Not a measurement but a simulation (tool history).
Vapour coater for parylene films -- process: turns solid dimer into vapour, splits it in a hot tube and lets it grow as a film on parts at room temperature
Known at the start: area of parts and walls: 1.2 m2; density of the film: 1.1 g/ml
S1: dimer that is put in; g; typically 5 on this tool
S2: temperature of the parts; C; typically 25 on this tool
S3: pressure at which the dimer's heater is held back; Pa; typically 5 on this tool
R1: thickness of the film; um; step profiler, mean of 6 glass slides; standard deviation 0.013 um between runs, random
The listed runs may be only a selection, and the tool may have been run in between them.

| run | hour | S1 | S2 | S3 | R1 |
|---|---|---|---|---|---|
| 1 | 0 | 5 | 25 | 5 | 2.42 |
|  | 34.7 | trap's valve overhauled |
| 2 | 71.8 | 5 | 25 | 5 | 2.27 |
| 3 | 128.4 | 5 | 25 | 5.03 | 2.25 |
|  | 146.2 | trap's valve overhauled, once more |
| 4 | 164.7 | 5 | 25 | 5.03 | 2.67 |
| 5 | 205.6 | 5 | 25 | 5.03 | 2.66 |
| 6 | 240.6 | 5 | 25 | 5.03 | 2.63 |
| 7 | 282.5 | 5 | 25 | 5.03 | 2.61 |
| 8 | 330.6 | 5 | 25 | 5.03 | 2.57 |
| 9 | 388.4 | 5 | 25 | 2.89 | 2.8 |
| 10 | 440.8 | 3 | 25 | 5 | 1.53 |
| 11 | 499.8 | 3 | 25 | 5 | 1.51 |
| 12 | 534 | 3 | 25 | 5 | 1.51 |
|  | 592.7 | trap's valve overhauled |
| 13 | 592.7 | 3 | 25 | 5 | 1.6 |
| 14 | 656.7 | 3 | 25 | 5 | 1.58 |
| 15 | 729.6 | 5 | 24 | 4.35 | 2.71 |
| 16 | 767 | 5 | 24 | 4.35 | 2.72 |
| 17 | 830.6 | 4 | 18 | 11.79 | 2.07 |
| 18 | 892 | 4 | 18 | 11.79 | 2.06 |
| 19 | 946.7 | 4 | 18 | 11.79 | 2.04 |
| 20 | 1006.3 | 4 | 18 | 11.79 | 2.01 |
|  | 1038.9 | trap's valve overhauled |
| 21 | 1062.2 | 5 | 25 | 3.85 | 2.79 |
| 22 | 1094.5 | 5 | 24 | 2.74 | 3.04 |
| 23 | 1150.7 | 7 | 23 | 3.4 | 4.12 |
| 24 | 1209.3 | 2 | 17 | 2.42 | 1.41 |

For run 25, what comes out?
| 25 | 1268.2 | 5 | 35 | 5 | ? |

R1: 2.04 um
Take away the tool's hidden state, keep the run-to-run variation as it was, and the same run would have given R1 2.1 um.
